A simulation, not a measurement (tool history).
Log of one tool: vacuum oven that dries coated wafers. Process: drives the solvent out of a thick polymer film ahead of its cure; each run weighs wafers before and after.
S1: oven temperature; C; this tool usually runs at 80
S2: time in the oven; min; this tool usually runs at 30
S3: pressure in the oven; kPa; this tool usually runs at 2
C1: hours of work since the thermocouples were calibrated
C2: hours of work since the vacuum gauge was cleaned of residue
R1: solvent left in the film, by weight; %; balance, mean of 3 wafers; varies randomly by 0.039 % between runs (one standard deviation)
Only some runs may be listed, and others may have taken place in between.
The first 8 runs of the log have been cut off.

run,hour,S1,S2,S3,C1,C2,R1
9,124.8,80,30,2,470,289,4.8
10,144.2,80,30,2,485,304,4.75
11,153.8,80,30,2,492,311,4.76
12,171.4,80,30,2,506,324,4.73
13,187.6,80,30,2,518,337,4.8
14,203,77,30,2,529,348,5.65
15,221.8,77,30,2,544,362,5.56
16,241.5,77,30,2,559,377,5.55
17,260.3,77,30,2,573,392,5.64
18,272.4,77,30,2,582,401,5.57
19,285.7,77,30,5.49,592,411,9.67
20,303.3,73,30,2,605,424,6.87
21,316.5,73,30,2,615,434,6.89
22,333.3,73,30,2,628,447,6.83
23,343.4,73,30,2,636,454,6.78

Run 24, settings as shown, results not yet in. Your forecast:
24,353.8,73,30,2,643,462,?

R1: 6.84 %
The same run, on a tool lacking any hidden state, would have yielded R1 6.85 %.
